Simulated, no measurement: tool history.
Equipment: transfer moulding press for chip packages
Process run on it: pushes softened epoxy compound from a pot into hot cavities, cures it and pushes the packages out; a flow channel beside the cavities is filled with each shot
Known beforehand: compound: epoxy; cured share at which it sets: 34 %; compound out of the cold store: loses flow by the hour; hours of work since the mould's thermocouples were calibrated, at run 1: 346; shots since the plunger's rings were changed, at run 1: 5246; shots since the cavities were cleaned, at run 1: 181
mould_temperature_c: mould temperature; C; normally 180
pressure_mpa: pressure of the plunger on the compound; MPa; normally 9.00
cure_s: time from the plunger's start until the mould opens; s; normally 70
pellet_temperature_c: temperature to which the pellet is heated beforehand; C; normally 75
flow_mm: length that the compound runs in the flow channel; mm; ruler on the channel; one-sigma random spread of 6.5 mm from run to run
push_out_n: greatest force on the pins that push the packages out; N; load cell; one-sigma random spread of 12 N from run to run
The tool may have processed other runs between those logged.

run	hour	mould_temperature_c	pressure_mpa	cure_s	pellet_temperature_c	hours of work since the mould's thermocouples were calibrated	shots since the plunger's rings were changed	shots since the cavities were cleaned	incoming compound's hours out of the cold store	flow_mm	push_out_n
1	0.0	180	9.00	70	75	346	5246	181	41.4	728	584
2	15.8	180	9.00	70	75	357	5501	436	46.7	715	596
# hour 27.4: cavities cleaned with cleaning compound and waxed
3	29.5	180	9.00	70	75	366	5696	34	22.0	758	643
4	44.6	180	9.00	70	75	376	5939	277	15.4	782	629
5	56.4	180	9.00	70	75	385	6130	468	19.3	765	621
# hour 66.8: cavities cleaned with cleaning compound and waxed
6	73.9	180	9.00	88	75	396	6387	114	29.2	746	368
7	84.2	180	9.00	106	75	403	6552	279	19.7	766	337
# hour 93.9: plunger's sealing rings changed
8	101.4	180	9.00	106	75	413	122	516	9.0	793	325
# hour 108.2: cavities cleaned with cleaning compound and waxed
9	112.9	180	9.00	106	75	420	283	76	16.6	784	311
10	124.4	178	6.92	70	79	428	468	261	21.6	671	750
11	133.4	178	6.92	97	79	435	613	406	30.9	665	349

Expected results for the next run?
# hour 147.5: cavities cleaned with cleaning compound and waxed
12	148.8	178	6.92	97	79	444	836	20	13.2	?	?

Run 12 measured flow_mm 690 mm, push_out_n 356 N.
With no hidden state in the tool, this same run would have given flow_mm 690 mm, push_out_n 356 N.
